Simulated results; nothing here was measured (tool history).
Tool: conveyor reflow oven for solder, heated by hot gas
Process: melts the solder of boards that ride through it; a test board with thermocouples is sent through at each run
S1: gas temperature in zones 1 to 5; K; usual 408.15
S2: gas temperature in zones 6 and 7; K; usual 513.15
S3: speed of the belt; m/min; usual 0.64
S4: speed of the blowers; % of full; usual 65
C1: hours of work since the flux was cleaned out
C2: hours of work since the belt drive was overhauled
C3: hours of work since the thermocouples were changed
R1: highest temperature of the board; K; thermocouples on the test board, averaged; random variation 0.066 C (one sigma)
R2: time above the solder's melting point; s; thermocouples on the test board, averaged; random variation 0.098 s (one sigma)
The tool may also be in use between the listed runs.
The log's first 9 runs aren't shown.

| run | hour | S1 | S2 | S3 | S4 | C1 | C2 | C3 | R1 | R2 |
|---|---|---|---|---|---|---|---|---|---|---|
| 10 | 215.7 | 408.15 | 513.15 | 0.64 | 65 | 200 | 767 | 862 | 493.11 | 42.92 |
| 11 | 243.8 | 408.15 | 513.15 | 0.64 | 65 | 220 | 787 | 882 | 493.11 | 43.06 |
| 12 | 256.1 | 408.15 | 513.15 | 0.64 | 72 | 229 | 796 | 891 | 494.94 | 44.34 |
|  | 263.1 | flux residue cleaned out of gas plates and filters |
| 13 | 290.4 | 408.15 | 513.15 | 0.594 | 65 | 19 | 816 | 912 | 495.42 | 47.94 |
| 14 | 302.8 | 421.15 | 513.15 | 0.64 | 65 | 28 | 825 | 920 | 495.26 | 47.85 |
|  | 319 | flux residue cleaned out of gas plates and filters, once more |
| 15 | 335.4 | 408.15 | 513.15 | 0.64 | 65 | 12 | 845 | 940 | 493.96 | 43.62 |
| 16 | 355.7 | 408.15 | 506.15 | 0.64 | 65 | 26 | 859 | 954 | 487.85 | 40.03 |
| 17 | 381.9 | 405.15 | 507.15 | 0.64 | 65 | 44 | 878 | 973 | 488.04 | 39.37 |
| 18 | 400.9 | 399.15 | 513.15 | 0.523 | 64 | 58 | 891 | 986 | 499.06 | 54.82 |
| 19 | 417 | 408.15 | 513.15 | 0.64 | 89 | 69 | 902 | 997 | 499.52 | 46.9 |
| 20 | 431.1 | 408.15 | 513.15 | 0.64 | 89 | 79 | 912 | 1007 | 499.44 | 46.92 |
| 21 | 452.4 | 408.15 | 513.15 | 0.64 | 89 | 94 | 927 | 1022 | 499.37 | 46.96 |
| 22 | 474.4 | 420.15 | 508.15 | 0.608 | 89 | 110 | 943 | 1038 | 497.98 | 52.24 |
|  | 499.7 | thermocouples of zones 6 and 7 changed |
| 23 | 502.8 | 395.15 | 513.15 | 0.666 | 65 | 128 | 961 | 2 | 488.1 | 35.5 |
| 24 | 531.3 | 395.15 | 513.15 | 0.666 | 65 | 148 | 982 | 22 | 487.95 | 35.34 |
| 25 | 558.9 | 418.15 | 527.15 | 0.736 | 67 | 168 | 1001 | 42 | 501.37 | 43.51 |
| 26 | 586.2 | 407.15 | 527.15 | 0.542 | 67 | 187 | 1020 | 61 | 511.29 | 60.89 |
| 27 | 607.4 | 407.15 | 527.15 | 0.542 | 59 | 202 | 1035 | 76 | 509.03 | 60.09 |
| 28 | 632.7 | 407.15 | 527.15 | 0.542 | 59 | 220 | 1053 | 94 | 509 | 60.07 |
| 29 | 651.5 | 400.15 | 505.15 | 0.711 | 72 | 233 | 1066 | 107 | 481.69 | 30.08 |
| 30 | 672.6 | 400.15 | 505.15 | 0.711 | 72 | 248 | 1081 | 122 | 481.73 | 30.14 |

4 ways to go on from here, each from the tool as it stands after run 30. What would each give?
| A | 693.8 | 420.15 | 505.15 | 0.567 | 51 | 263 | 1096 | 137 | ? | ? |
| B | 693.8 | 416.15 | 505.15 | 0.711 | 65 | 263 | 1096 | 137 | ? | ? |
| C | 693.8 | 408.15 | 524.15 | 0.76 | 65 | 263 | 1096 | 137 | ? | ? |
| D | 693.8 | 400.15 | 505.15 | 0.59 | 72 | 263 | 1096 | 137 | ? | ? |

| run | R1 | R2 |
|---|---|---|
| A | 488.11 | 49.52 |
| B | 483.47 | 34.68 |
| C | 493.82 | 36.4 |
| D | 488.52 | 42.71 |
Without the tool's hidden state the same runs would have given:
| run | R1 | R2 |
|---|---|---|
| A | 487.78 | 48.29 |
| B | 483.46 | 34.03 |
| C | 493.91 | 35.72 |
| D | 488.52 | 41.92 |
